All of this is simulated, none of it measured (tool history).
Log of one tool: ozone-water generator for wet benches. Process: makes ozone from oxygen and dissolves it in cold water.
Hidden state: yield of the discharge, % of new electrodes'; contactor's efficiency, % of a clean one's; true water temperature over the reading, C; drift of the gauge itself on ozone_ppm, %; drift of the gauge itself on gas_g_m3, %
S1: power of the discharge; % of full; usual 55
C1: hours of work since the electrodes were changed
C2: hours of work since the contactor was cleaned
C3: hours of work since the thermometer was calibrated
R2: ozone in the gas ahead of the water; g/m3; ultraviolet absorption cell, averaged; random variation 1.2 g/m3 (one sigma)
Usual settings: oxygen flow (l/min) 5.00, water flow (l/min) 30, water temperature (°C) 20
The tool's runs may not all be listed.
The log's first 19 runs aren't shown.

run 20 day=20.592 | S1=83 oxygen_flow_(l/min)=7.04 water_flow_(l/min)=33 water_temperature_(°C)=17 | C1=1768 C2=2877 C3=854 | dissolved_ozone_(ppm)=26.8 R2=256.2
run 21 day=21.462 | S1=83 oxygen_flow_(l/min)=7.04 water_flow_(l/min)=33 water_temperature_(°C)=17 | C1=1788 C2=2897 C3=874 | dissolved_ozone_(ppm)=27.0 R2=255.4
run 22 day=22.158 | S1=55 oxygen_flow_(l/min)=3.01 water_flow_(l/min)=30 water_temperature_(°C)=13 | C1=1804 C2=2913 C3=890 | dissolved_ozone_(ppm)=18.9 R2=285.5
run 23 day=23.046 | S1=55 oxygen_flow_(l/min)=3.01 water_flow_(l/min)=30 water_temperature_(°C)=13 | C1=1825 C2=2933 C3=911 | dissolved_ozone_(ppm)=18.5 R2=286.2
run 24 day=23.704 | S1=93 oxygen_flow_(l/min)=3.28 water_flow_(l/min)=32 water_temperature_(°C)=20 | C1=1840 C2=2948 C3=926 | dissolved_ozone_(ppm)=23.0 R2=370.6
run 25 day=24.925 | S1=55 oxygen_flow_(l/min)=5.00 water_flow_(l/min)=34 water_temperature_(°C)=26 | C1=1868 C2=2977 C3=954 | dissolved_ozone_(ppm)=17.3 R2=233.7
run 26 day=26.317 | S1=64 oxygen_flow_(l/min)=5.00 water_flow_(l/min)=47 water_temperature_(°C)=20 | C1=1900 C2=3009 C3=986 | dissolved_ozone_(ppm)=14.3 R2=255.6
run 27 day=27.333 | S1=64 oxygen_flow_(l/min)=5.00 water_flow_(l/min)=47 water_temperature_(°C)=20 | C1=1924 C2=3032 C3=1010 | dissolved_ozone_(ppm)=14.5 R2=253.8
run 28 day=28.117 | S1=64 oxygen_flow_(l/min)=5.21 water_flow_(l/min)=47 water_temperature_(°C)=20 | C1=1942 C2=3050 C3=1028 | dissolved_ozone_(ppm)=14.5 R2=251.4
run 29 day=29.392 | S1=84 oxygen_flow_(l/min)=5.21 water_flow_(l/min)=34 water_temperature_(°C)=24 | C1=1971 C2=3080 C3=1057 | dissolved_ozone_(ppm)=22.2 R2=294.5

Run 30 comes next. What will it give?
run 30 day=30.600 | S1=84 oxygen_flow_(l/min)=5.21 water_flow_(l/min)=34 water_temperature_(°C)=24 | C1=1999 C2=3107 C3=1085 | dissolved_ozone_(ppm)=? R2=?

Run 30 gave dissolved ozone (ppm) 22.6, R2 294.2 g/m3.
Without the tool's hidden state the same run would have given dissolved ozone (ppm) 22.6, R2 286.6 g/m3.
